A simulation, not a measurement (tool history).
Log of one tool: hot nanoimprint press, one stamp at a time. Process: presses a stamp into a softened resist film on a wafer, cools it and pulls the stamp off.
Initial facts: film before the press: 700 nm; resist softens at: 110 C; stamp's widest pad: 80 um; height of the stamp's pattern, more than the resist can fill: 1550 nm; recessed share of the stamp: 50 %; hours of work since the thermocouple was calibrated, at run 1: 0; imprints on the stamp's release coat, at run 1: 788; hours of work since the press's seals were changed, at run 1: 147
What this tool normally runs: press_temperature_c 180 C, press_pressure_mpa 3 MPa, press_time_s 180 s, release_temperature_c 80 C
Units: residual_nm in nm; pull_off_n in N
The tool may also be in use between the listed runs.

run	hour	press_temperature_c	press_pressure_mpa	press_time_s	release_temperature_c	hours of work since the thermocouple was calibrated	imprints on the stamp's release coat	hours of work since the press's seals were changed	residual_nm	pull_off_n
1	0	180	3	180	80	0	788	147	350.1	112
2	31.6	180	3	180	80	23	913	171	352.1	114
3	58.1	180	3	317	80	43	1018	190	293.7	111
4	100.5	180	2.5	180	80	74	1186	222	384.2	120
# hour 114.7: stamp cleaned and given a new release coat
5	158.9	180	2.5	180	80	113	175	261	387.5	95
6	222.4	180	2.5	180	80	160	427	308	393.9	106
7	255.2	180	3	180	80	185	557	332	360	105
8	299.1	180	3	180	80	217	730	365	363.3	113
9	341.5	180	3	180	80	249	899	396	362.7	112
10	392.4	180	3	180	80	286	1100	434	360.1	116
# hour 429.7: stamp cleaned and given a new release coat
11	448.8	180	3	123	80	324	76	471	405	97
# hour 469.6: plate thermocouple calibrated
12	486.1	180	2.51	180	80	12	211	496	407.8	104
13	523.8	185	3.32	180	80	40	361	524	299.3	109
14	551.6	175	3	161	80	61	471	545	469.7	109
15	586	175	3	161	80	86	607	571	467.8	115
16	620.8	180	2.25	180	80	112	745	596	437.6	112
17	659.2	179	3	107	69	141	897	625	457.4	140
18	708.5	180	3	180	66	177	1092	661	386.4	153
# hour 746.3: stamp cleaned and given a new release coat
19	757.2	176	3.05	225	86	209	43	693	412.3	88
20	797.6	176	3.05	225	86	239	204	723	416.9	91
# hour 816: plate thermocouple calibrated, once more
21	846.6	176	3.05	225	86	23	386	757	380.1	92
22	882.8	179	3	323	80	49	529	784	310.5	109

For some of the steps in residual_nm from one run to the next: how much would appear even if the tool had no hidden state, given the settings, what came in and random variation, and how much remains for the hidden state plus any gauge scatter that the measured result and the result without hidden state don't share?
Hidden state at play: true temperature over the reading, C; pressure that arrives at the usual setting, %; grip of the stamp's worn release coat, % over a new coat's; drift of the gauge itself on residual_nm, %; drift of the gauge itself on pull_off_n, %.
Run 11 -> 12: press_pressure_mpa 3 -> 2.51, press_time_s 123 -> 180, plate thermocouple calibrated. residual_nm +2.8 nm: hidden state +9.3, all else -6.5.
Run 12 -> 13: press_temperature_c 180 -> 185, press_pressure_mpa 2.51 -> 3.32. residual_nm -108.5 nm: hidden state -3, all else -105.5.
Run 13 -> 14: press_temperature_c 185 -> 175, press_pressure_mpa 3.32 -> 3, press_time_s 180 -> 161. residual_nm +170.4 nm: hidden state +9, all else +161.4.
Run 20 -> 21: plate thermocouple calibrated, once more. residual_nm -36.8 nm: hidden state -31.6, all else -5.2.
